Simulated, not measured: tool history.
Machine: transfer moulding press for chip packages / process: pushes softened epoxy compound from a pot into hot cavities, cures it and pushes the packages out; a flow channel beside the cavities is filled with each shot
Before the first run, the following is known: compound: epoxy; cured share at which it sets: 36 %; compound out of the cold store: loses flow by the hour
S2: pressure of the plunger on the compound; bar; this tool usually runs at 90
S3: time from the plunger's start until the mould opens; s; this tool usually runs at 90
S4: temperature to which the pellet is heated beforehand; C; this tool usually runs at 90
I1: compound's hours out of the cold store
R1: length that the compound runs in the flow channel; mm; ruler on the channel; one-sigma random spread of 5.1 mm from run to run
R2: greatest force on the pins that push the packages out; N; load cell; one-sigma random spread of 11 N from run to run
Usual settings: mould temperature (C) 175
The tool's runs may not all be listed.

run 1 hour=0 | mould_temperature_(C)=175 S2=90 S3=90 S4=90 | I1=44.7 | R1=641 R2=604
run 2 hour=33 | mould_temperature_(C)=172 S2=90 S3=90 S4=90 | I1=26.6 | R1=719 R2=925
-- hour=53.7 cavities cleaned with cleaning compound and waxed
run 3 hour=80.6 | mould_temperature_(C)=172 S2=90 S3=90 S4=90 | I1=42.8 | R1=653 R2=813
-- hour=118.7 cavities cleaned with cleaning compound and waxed
run 4 hour=124.4 | mould_temperature_(C)=172 S2=90 S3=90 S4=90 | I1=42.3 | R1=657 R2=690
run 5 hour=162.2 | mould_temperature_(C)=175 S2=90 S3=90 S4=90 | I1=32.1 | R1=674 R2=817
-- hour=182.8 cavities cleaned with cleaning compound and waxed
run 6 hour=199.8 | mould_temperature_(C)=175 S2=90 S3=120 S4=90 | I1=26.4 | R1=699 R2=569
run 7 hour=241.3 | mould_temperature_(C)=175 S2=90 S3=94 S4=90 | I1=21.3 | R1=729 R2=828
-- hour=247.2 cavities cleaned with cleaning compound and waxed
run 8 hour=273.2 | mould_temperature_(C)=175 S2=90 S3=94 S4=90 | I1=14.9 | R1=748 R2=718
run 9 hour=304.1 | mould_temperature_(C)=175 S2=78 S3=94 S4=90 | I1=43.1 | R1=585 R2=815
-- hour=312 cavities cleaned with cleaning compound and waxed
run 10 hour=347.7 | mould_temperature_(C)=175 S2=78 S3=94 S4=90 | I1=29.5 | R1=634 R2=722
-- hour=374.2 mould's thermocouples calibrated
-- hour=378 cavities cleaned with cleaning compound and waxed
run 11 hour=393.7 | mould_temperature_(C)=175 S2=78 S3=94 S4=90 | I1=15.4 | R1=684 R2=598
run 12 hour=421.6 | mould_temperature_(C)=175 S2=78 S3=94 S4=90 | I1=12.5 | R1=692 R2=757
-- hour=443.3 cavities cleaned with cleaning compound and waxed
run 13 hour=472.9 | mould_temperature_(C)=175 S2=105.2 S3=90 S4=90 | I1=46.9 | R1=653 R2=640
-- hour=508.6 cavities cleaned with cleaning compound and waxed
run 14 hour=508.6 | mould_temperature_(C)=175 S2=90 S3=90 S4=81 | I1=33.9 | R1=656 R2=501
-- hour=538.8 plunger's sealing rings changed
run 15 hour=562.1 | mould_temperature_(C)=175 S2=68.7 S3=90 S4=90 | I1=43 | R1=558 R2=763
-- hour=577.1 cavities cleaned with cleaning compound and waxed
run 16 hour=613.9 | mould_temperature_(C)=175 S2=68.7 S3=90 S4=90 | I1=16.6 | R1=655 R2=741
run 17 hour=638.6 | mould_temperature_(C)=175 S2=68.7 S3=90 S4=90 | I1=45.7 | R1=555 R2=805
-- hour=642.5 cavities cleaned with cleaning compound and waxed
run 18 hour=667.6 | mould_temperature_(C)=179 S2=106.2 S3=89 S4=85 | I1=19.3 | R1=781 R2=610
run 19 hour=701.8 | mould_temperature_(C)=179 S2=106.2 S3=89 S4=85 | I1=8.2 | R1=836 R2=756
-- hour=707.3 cavities cleaned with cleaning compound and waxed
run 20 hour=733.4 | mould_temperature_(C)=179 S2=106.2 S3=89 S4=85 | I1=24.3 | R1=753 R2=626
-- hour=771.2 cavities cleaned with cleaning compound and waxed
run 21 hour=784.3 | mould_temperature_(C)=179 S2=106.2 S3=89 S4=85 | I1=28.5 | R1=735 R2=540
run 22 hour=818.1 | mould_temperature_(C)=175 S2=90 S3=90 S4=99 | I1=35.8 | R1=658 R2=716
-- hour=835 cavities cleaned with cleaning compound and waxed
run 23 hour=847 | mould_temperature_(C)=175 S2=90 S3=90 S4=99 | I1=46.7 | R1=620 R2=565
run 24 hour=880.1 | mould_temperature_(C)=176 S2=87.2 S3=90 S4=99 | I1=24.9 | R1=679 R2=729
-- hour=901.8 cavities cleaned with cleaning compound and waxed
run 25 hour=913.1 | mould_temperature_(C)=175 S2=68 S3=81 S4=90 | I1=16.7 | R1=641 R2=690
-- hour=967 cavities cleaned with cleaning compound and waxed
run 26 hour=967 | mould_temperature_(C)=177 S2=90 S3=125 S4=90 | I1=33.6 | R1=655 R2=456
run 27 hour=1009.5 | mould_temperature_(C)=177 S2=90 S3=125 S4=90 | I1=42.9 | R1=616 R2=659

Below are 3 alternative next runs, each starting from the tool's condition after run 27. Predict each:
-- hour=1031.9 cavities cleaned with cleaning compound and waxed
run A hour=1038 | mould_temperature_(C)=177 S2=90 S3=106 S4=90 | I1=24.7 | R1=? R2=?
-- hour=1031.9 cavities cleaned with cleaning compound and waxed
run B hour=1038 | mould_temperature_(C)=175 S2=90 S3=98 S4=86 | I1=46.7 | R1=? R2=?
-- hour=1031.9 cavities cleaned with cleaning compound and waxed
run C hour=1038 | mould_temperature_(C)=177 S2=90 S3=74 S4=90 | I1=14 | R1=? R2=?

run=A R1=684 R2=477
run=B R1=605 R2=512
run=C R1=728 R2=700
What these runs would have given with no unlogged condition in the tool:
run=A R1=709 R2=439
run=B R1=627 R2=467
run=C R1=755 R2=623
